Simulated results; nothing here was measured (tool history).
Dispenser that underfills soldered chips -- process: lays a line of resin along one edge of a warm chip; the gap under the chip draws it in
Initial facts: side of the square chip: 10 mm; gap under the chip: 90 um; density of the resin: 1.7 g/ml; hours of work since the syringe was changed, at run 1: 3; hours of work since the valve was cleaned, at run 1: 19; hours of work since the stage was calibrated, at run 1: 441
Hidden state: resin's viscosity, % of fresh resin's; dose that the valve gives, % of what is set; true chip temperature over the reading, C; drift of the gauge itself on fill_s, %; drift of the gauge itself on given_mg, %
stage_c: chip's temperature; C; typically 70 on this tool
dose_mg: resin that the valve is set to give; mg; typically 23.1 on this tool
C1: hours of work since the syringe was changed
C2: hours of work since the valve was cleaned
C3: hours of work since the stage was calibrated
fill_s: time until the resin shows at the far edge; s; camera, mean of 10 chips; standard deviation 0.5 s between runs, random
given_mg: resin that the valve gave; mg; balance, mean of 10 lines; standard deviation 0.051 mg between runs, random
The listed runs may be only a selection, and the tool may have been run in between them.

Run 1, hour 0: usual settings; C1 3; C2 19; C3 441. Result: fill_s 42.4 s, given_mg 22.84 mg.
At hour 11.4: new syringe of resin.
Run 2, hour 13.3: usual settings; C1 1; C2 29; C3 451. Result: fill_s 38.2 s, given_mg 22.7 mg.
Run 3, hour 22: usual settings; C1 8; C2 35; C3 457. Result: fill_s 62.4 s, given_mg 22.77 mg.
At hour 27.5: new syringe of resin.
Run 4, hour 35.2: usual settings; C1 6; C2 45; C3 466. Result: fill_s 53 s, given_mg 22.67 mg.
At hour 41.3: dispensing valve cleaned and set on the balance.
At hour 44.5: new syringe of resin.
Run 5, hour 52.5: usual settings; C1 6; C2 8; C3 478. Result: fill_s 52.4 s, given_mg 22.99 mg.
At hour 59.8: new syringe of resin.
Run 6, hour 65.9: usual settings; C1 4; C2 18; C3 488. Result: fill_s 48.8 s, given_mg 22.97 mg.
Run 7, hour 74: usual settings; C1 10; C2 23; C3 493. Result: fill_s 74.9 s, given_mg 22.85 mg.
At hour 75.6: new syringe of resin.
Run 8, hour 86.5: usual settings; C1 8; C2 32; C3 502. Result: fill_s 62.3 s, given_mg 22.76 mg.
At hour 91.4: new syringe of resin.
Run 9, hour 102.9: usual settings but dose_mg 21.7 mg; C1 8; C2 44; C3 514. Result: fill_s 63.7 s, given_mg 21.28 mg.
At hour 107.9: new syringe of resin.
At hour 108.9: dispensing valve cleaned and set on the balance.
Run 10, hour 115.2: usual settings but dose_mg 20.2 mg; C1 5; C2 5; C3 522. Result: fill_s 48.7 s, given_mg 20.1 mg.
At hour 124.9: new syringe of resin.
Run 11, hour 127.4: usual settings but stage_c 71 C, dose_mg 29.8 mg; C1 2; C2 13; C3 531. Result: fill_s 35.4 s, given_mg 29.51 mg.
Run 12, hour 139.8: usual settings but stage_c 71 C, dose_mg 29.8 mg; C1 11; C2 22; C3 540. Result: fill_s 70.1 s, given_mg 29.44 mg.
At hour 141.4: new syringe of resin.
Run 13, hour 146.7: usual settings but stage_c 71 C, dose_mg 29.8 mg; C1 4; C2 27; C3 545. Result: fill_s 41.2 s, given_mg 29.29 mg.

Run 14 is up next; what results do you expect?
At hour 157.7: new syringe of resin.
Run 14, hour 161.5: usual settings but dose_mg 28.3 mg; C1 3; C2 38; C3 555. Result: fill_s ?, given_mg ?.

Run 14 measured fill_s 39.5 s, given_mg 27.87 mg.
Had the tool carried no hidden state, the very same run would have given fill_s 38.5 s, given_mg 28.36 mg.

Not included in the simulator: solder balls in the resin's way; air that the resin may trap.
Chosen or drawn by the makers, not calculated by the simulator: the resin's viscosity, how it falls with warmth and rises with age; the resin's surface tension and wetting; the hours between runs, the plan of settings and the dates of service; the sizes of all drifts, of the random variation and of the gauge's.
